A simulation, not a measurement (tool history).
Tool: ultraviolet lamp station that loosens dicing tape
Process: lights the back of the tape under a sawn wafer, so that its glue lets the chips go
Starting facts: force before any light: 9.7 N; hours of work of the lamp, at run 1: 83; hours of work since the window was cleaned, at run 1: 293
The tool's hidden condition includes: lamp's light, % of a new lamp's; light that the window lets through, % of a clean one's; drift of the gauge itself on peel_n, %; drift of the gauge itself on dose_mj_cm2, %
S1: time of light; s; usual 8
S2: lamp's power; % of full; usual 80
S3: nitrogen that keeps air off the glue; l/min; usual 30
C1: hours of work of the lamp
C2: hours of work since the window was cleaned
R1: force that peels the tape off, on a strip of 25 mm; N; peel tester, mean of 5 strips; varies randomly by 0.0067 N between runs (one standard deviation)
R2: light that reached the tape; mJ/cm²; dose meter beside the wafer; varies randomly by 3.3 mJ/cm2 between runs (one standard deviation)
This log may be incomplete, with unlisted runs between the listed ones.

{"run": 1, "hour": 0.0, "S1": 8, "S2": 80, "S3": 30, "C1": 83, "C2": 293, "R1": 0.32, "R2": 446}
{"run": 2, "hour": 9.1, "S1": 8, "S2": 80, "S3": 30, "C1": 88, "C2": 298, "R1": 0.319, "R2": 445}
{"run": 3, "hour": 21.7, "S1": 8, "S2": 80, "S3": 30, "C1": 94, "C2": 304, "R1": 0.349, "R2": 446}
{"run": 4, "hour": 34.6, "S1": 8, "S2": 80, "S3": 30, "C1": 100, "C2": 310, "R1": 0.337, "R2": 444}
{"hour": 43.9, "done": "window cleaned of glue's vapour"}
{"run": 5, "hour": 44.5, "S1": 8, "S2": 80, "S3": 30, "C1": 105, "C2": 0, "R1": 0.245, "R2": 509}
{"run": 6, "hour": 53.6, "S1": 8, "S2": 80, "S3": 30, "C1": 109, "C2": 5, "R1": 0.24, "R2": 505}
{"run": 7, "hour": 66.9, "S1": 8, "S2": 80, "S3": 30, "C1": 115, "C2": 11, "R1": 0.243, "R2": 504}
{"run": 8, "hour": 77.4, "S1": 8, "S2": 80, "S3": 30, "C1": 121, "C2": 16, "R1": 0.243, "R2": 510}
{"run": 9, "hour": 87.1, "S1": 8, "S2": 80, "S3": 30, "C1": 125, "C2": 21, "R1": 0.253, "R2": 502}
{"run": 10, "hour": 98.7, "S1": 8, "S2": 80, "S3": 30, "C1": 131, "C2": 26, "R1": 0.252, "R2": 504}
{"run": 11, "hour": 114.9, "S1": 8, "S2": 80, "S3": 30, "C1": 139, "C2": 34, "R1": 0.266, "R2": 497}
{"run": 12, "hour": 132.8, "S1": 8, "S2": 80, "S3": 30, "C1": 147, "C2": 43, "R1": 0.25, "R2": 499}
{"run": 13, "hour": 150.6, "S1": 8, "S2": 80, "S3": 30, "C1": 156, "C2": 52, "R1": 0.266, "R2": 495}
{"run": 14, "hour": 158.7, "S1": 8, "S2": 80, "S3": 30, "C1": 160, "C2": 56, "R1": 0.254, "R2": 492}
{"run": 15, "hour": 168.5, "S1": 8, "S2": 80, "S3": 30, "C1": 165, "C2": 60, "R1": 0.263, "R2": 494}
{"run": 16, "hour": 181.6, "S1": 8, "S2": 80, "S3": 30, "C1": 171, "C2": 67, "R1": 0.255, "R2": 483}
{"run": 17, "hour": 196.0, "S1": 8, "S2": 80, "S3": 30, "C1": 178, "C2": 74, "R1": 0.259, "R2": 484}
{"run": 18, "hour": 203.3, "S1": 8, "S2": 80, "S3": 30, "C1": 181, "C2": 77, "R1": 0.273, "R2": 484}
{"run": 19, "hour": 219.4, "S1": 8, "S2": 97, "S3": 11, "C1": 189, "C2": 85, "R1": 0.408, "R2": 585}
{"run": 20, "hour": 232.7, "S1": 11, "S2": 80, "S3": 30, "C1": 196, "C2": 91, "R1": 0.168, "R2": 661}
{"run": 21, "hour": 242.8, "S1": 5, "S2": 87, "S3": 49, "C1": 201, "C2": 96, "R1": 0.476, "R2": 319}
{"run": 22, "hour": 252.2, "S1": 8, "S2": 80, "S3": 32, "C1": 205, "C2": 101, "R1": 0.281, "R2": 472}
{"run": 23, "hour": 267.6, "S1": 8, "S2": 95, "S3": 9, "C1": 213, "C2": 108, "R1": 0.555, "R2": 557}
{"run": 24, "hour": 276.0, "S1": 9, "S2": 95, "S3": 11, "C1": 217, "C2": 112, "R1": 0.334, "R2": 627}
{"run": 25, "hour": 293.3, "S1": 9, "S2": 95, "S3": 11, "C1": 225, "C2": 121, "R1": 0.355, "R2": 622}
{"run": 26, "hour": 301.5, "S1": 6, "S2": 83, "S3": 38, "C1": 229, "C2": 125, "R1": 0.441, "R2": 362}
{"run": 27, "hour": 319.3, "S1": 6, "S2": 83, "S3": 38, "C1": 238, "C2": 133, "R1": 0.474, "R2": 361}
{"run": 28, "hour": 328.9, "S1": 8, "S2": 97, "S3": 13, "C1": 242, "C2": 138, "R1": 0.4, "R2": 558}
{"run": 29, "hour": 345.3, "S1": 9, "S2": 99, "S3": 52, "C1": 250, "C2": 146, "R1": 0.141, "R2": 635}
{"run": 30, "hour": 358.4, "S1": 7, "S2": 66, "S3": 30, "C1": 256, "C2": 152, "R1": 0.676, "R2": 330}
{"run": 31, "hour": 368.7, "S1": 7, "S2": 66, "S3": 30, "C1": 261, "C2": 157, "R1": 0.71, "R2": 331}
{"run": 32, "hour": 377.8, "S1": 7, "S2": 89, "S3": 30, "C1": 266, "C2": 162, "R1": 0.341, "R2": 441}
{"run": 33, "hour": 388.9, "S1": 8, "S2": 81, "S3": 30, "C1": 271, "C2": 167, "R1": 0.304, "R2": 455}
{"run": 34, "hour": 401.0, "S1": 8, "S2": 81, "S3": 30, "C1": 277, "C2": 173, "R1": 0.305, "R2": 458}
{"run": 35, "hour": 410.0, "S1": 11, "S2": 80, "S3": 30, "C1": 281, "C2": 177, "R1": 0.167, "R2": 623}

For each entry between runs, how does the tool's hidden state at the last listed run before it compare with that at the first listed run after it?
Between runs 4 and 5: window cleaned of glue's vapour (hour 43.9)
  lamp's light, % of a new lamp's: 97.4 -> 97.3; light that the window lets through, % of a clean one's: 86 -> 99.7
  measured result minus the result with no hidden state, R1: +0.110 -> +0.015 N; R2: -86 -> -17 mJ/cm²

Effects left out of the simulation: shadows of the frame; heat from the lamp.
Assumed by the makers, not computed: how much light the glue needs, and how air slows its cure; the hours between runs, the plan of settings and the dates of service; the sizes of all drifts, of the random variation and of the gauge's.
